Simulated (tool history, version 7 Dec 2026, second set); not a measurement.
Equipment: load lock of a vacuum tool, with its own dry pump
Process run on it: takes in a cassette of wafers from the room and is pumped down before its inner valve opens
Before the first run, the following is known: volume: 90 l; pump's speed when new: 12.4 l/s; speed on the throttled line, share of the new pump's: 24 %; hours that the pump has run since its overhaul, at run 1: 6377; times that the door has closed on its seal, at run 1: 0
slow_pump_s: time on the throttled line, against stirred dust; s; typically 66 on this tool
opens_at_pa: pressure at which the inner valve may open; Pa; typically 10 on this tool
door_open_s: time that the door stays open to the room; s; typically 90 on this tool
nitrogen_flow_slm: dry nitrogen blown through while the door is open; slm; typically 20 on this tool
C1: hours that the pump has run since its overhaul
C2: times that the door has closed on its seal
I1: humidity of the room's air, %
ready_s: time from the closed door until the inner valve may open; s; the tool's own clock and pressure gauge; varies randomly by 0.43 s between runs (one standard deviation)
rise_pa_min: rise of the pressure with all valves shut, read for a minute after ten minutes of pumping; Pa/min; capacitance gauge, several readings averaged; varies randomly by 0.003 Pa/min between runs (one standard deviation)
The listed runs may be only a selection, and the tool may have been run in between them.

Run 1, hour 0.0: usual settings; C1 6377; C2 0; I1 45.6. Result: ready_s 118.0 s, rise_pa_min 0.039 Pa/min.
Run 2, hour 280.5: usual settings but door_open_s 62 s; C1 6657; C2 1327; I1 45.5. Result: ready_s 116.8 s, rise_pa_min 0.026 Pa/min.
Run 3, hour 539.5: usual settings but door_open_s 62 s, nitrogen_flow_slm 5 slm; C1 6916; C2 2552; I1 45.0. Result: ready_s 117.0 s, rise_pa_min 0.041 Pa/min.
Run 4, hour 841.9: usual settings; C1 7218; C2 3981; I1 44.2. Result: ready_s 116.9 s, rise_pa_min 0.043 Pa/min.
Run 5, hour 1111.8: usual settings; C1 7488; C2 5258; I1 45.4. Result: ready_s 116.6 s, rise_pa_min 0.038 Pa/min.
Run 6, hour 1407.4: usual settings but door_open_s 78 s; C1 7784; C2 6656; I1 45.0. Result: ready_s 118.7 s, rise_pa_min 0.037 Pa/min.
Run 7, hour 1768.5: usual settings but door_open_s 78 s; C1 8145; C2 8363; I1 44.4. Result: ready_s 117.3 s, rise_pa_min 0.035 Pa/min.
Run 8, hour 1962.4: usual settings but door_open_s 78 s; C1 8339; C2 9280; I1 43.0. Result: ready_s 117.4 s, rise_pa_min 0.043 Pa/min.
Run 9, hour 2284.5: usual settings but door_open_s 78 s; C1 8661; C2 10803; I1 41.0. Result: ready_s 117.2 s, rise_pa_min 0.038 Pa/min.
Run 10, hour 2462.2: usual settings but door_open_s 239 s; C1 8839; C2 11643; I1 42.5. Result: ready_s 116.3 s, rise_pa_min 0.084 Pa/min.
Run 11, hour 2826.4: usual settings but door_open_s 239 s; C1 9203; C2 13365; I1 43.8. Result: ready_s 117.4 s, rise_pa_min 0.078 Pa/min.
Run 12, hour 2992.4: usual settings but door_open_s 239 s; C1 9369; C2 14150; I1 45.7. Result: ready_s 116.8 s, rise_pa_min 0.081 Pa/min.
Run 13, hour 3178.5: usual settings but door_open_s 239 s; C1 9555; C2 15030; I1 43.0. Result: ready_s 117.3 s, rise_pa_min 0.078 Pa/min.
Run 14, hour 3526.7: usual settings but door_open_s 239 s, nitrogen_flow_slm 15 slm; C1 9903; C2 16677; I1 43.9. Result: ready_s 117.2 s, rise_pa_min 0.093 Pa/min.
At hour 3586.0: dry pump taken out, an overhauled one fitted.
Run 15, hour 3798.0: usual settings but door_open_s 65 s, nitrogen_flow_slm 23 slm; C1 212; C2 17932; I1 46.5. Result: ready_s 116.8 s, rise_pa_min 0.032 Pa/min.
Run 16, hour 3953.2: usual settings but slow_pump_s 65 s, door_open_s 65 s; C1 367; C2 18665; I1 43.9. Result: ready_s 117.6 s, rise_pa_min 0.037 Pa/min.
Run 17, hour 4126.3: usual settings but slow_pump_s 55 s, door_open_s 54 s, nitrogen_flow_slm 6 slm; C1 540; C2 19484; I1 44.6. Result: ready_s 108.3 s, rise_pa_min 0.038 Pa/min.
Run 18, hour 4375.7: usual settings but slow_pump_s 110 s, nitrogen_flow_slm 23 slm; C1 790; C2 20663; I1 45.9. Result: ready_s 149.9 s, rise_pa_min 0.038 Pa/min.
Run 19, hour 4566.5: usual settings but slow_pump_s 46 s, opens_at_pa 13 Pa, door_open_s 48 s, nitrogen_flow_slm 7 slm; C1 981; C2 21565; I1 44.9. Result: ready_s 100.2 s, rise_pa_min 0.037 Pa/min.
Run 20, hour 4848.2: usual settings but slow_pump_s 40 s, opens_at_pa 13 Pa, door_open_s 61 s, nitrogen_flow_slm 7 slm; C1 1262; C2 22897; I1 44.8. Result: ready_s 95.7 s, rise_pa_min 0.043 Pa/min.
Run 21, hour 5067.7: usual settings but slow_pump_s 67 s, door_open_s 63 s, nitrogen_flow_slm 14 slm; C1 1482; C2 23935; I1 42.5. Result: ready_s 117.5 s, rise_pa_min 0.033 Pa/min.
Run 22, hour 5377.4: usual settings but opens_at_pa 15 Pa; C1 1791; C2 25400; I1 47.7. Result: ready_s 114.2 s, rise_pa_min 0.049 Pa/min.
Run 23, hour 5666.8: usual settings but slow_pump_s 102 s, opens_at_pa 8 Pa, door_open_s 96 s; C1 2081; C2 26768; I1 47.2. Result: ready_s 146.0 s, rise_pa_min 0.045 Pa/min.
Run 24, hour 5875.1: usual settings but slow_pump_s 102 s, opens_at_pa 8 Pa, door_open_s 96 s, nitrogen_flow_slm 23 slm; C1 2289; C2 27753; I1 42.5. Result: ready_s 145.0 s, rise_pa_min 0.038 Pa/min.
Run 25, hour 6197.4: usual settings but slow_pump_s 102 s, opens_at_pa 8 Pa, door_open_s 96 s, nitrogen_flow_slm 23 slm; C1 2611; C2 29277; I1 45.2. Result: ready_s 146.2 s, rise_pa_min 0.044 Pa/min.
Run 26, hour 6406.1: usual settings but slow_pump_s 42 s, opens_at_pa 12 Pa, door_open_s 41 s, nitrogen_flow_slm 40 slm; C1 2820; C2 30264; I1 42.2. Result: ready_s 97.9 s, rise_pa_min 0.017 Pa/min.
Run 27, hour 6789.2: usual settings but slow_pump_s 67 s, opens_at_pa 12 Pa, door_open_s 41 s, nitrogen_flow_slm 40 slm; C1 3203; C2 32075; I1 42.8. Result: ready_s 115.5 s, rise_pa_min 0.009 Pa/min.

What differs in the tool's unlogged condition from the final listed run ahead of each entry between runs to the first listed run following it?
Between runs 14 and 15: dry pump taken out, an overhauled one fitted (hour 3586.0)
  nothing in the hidden state changes from one run to the other

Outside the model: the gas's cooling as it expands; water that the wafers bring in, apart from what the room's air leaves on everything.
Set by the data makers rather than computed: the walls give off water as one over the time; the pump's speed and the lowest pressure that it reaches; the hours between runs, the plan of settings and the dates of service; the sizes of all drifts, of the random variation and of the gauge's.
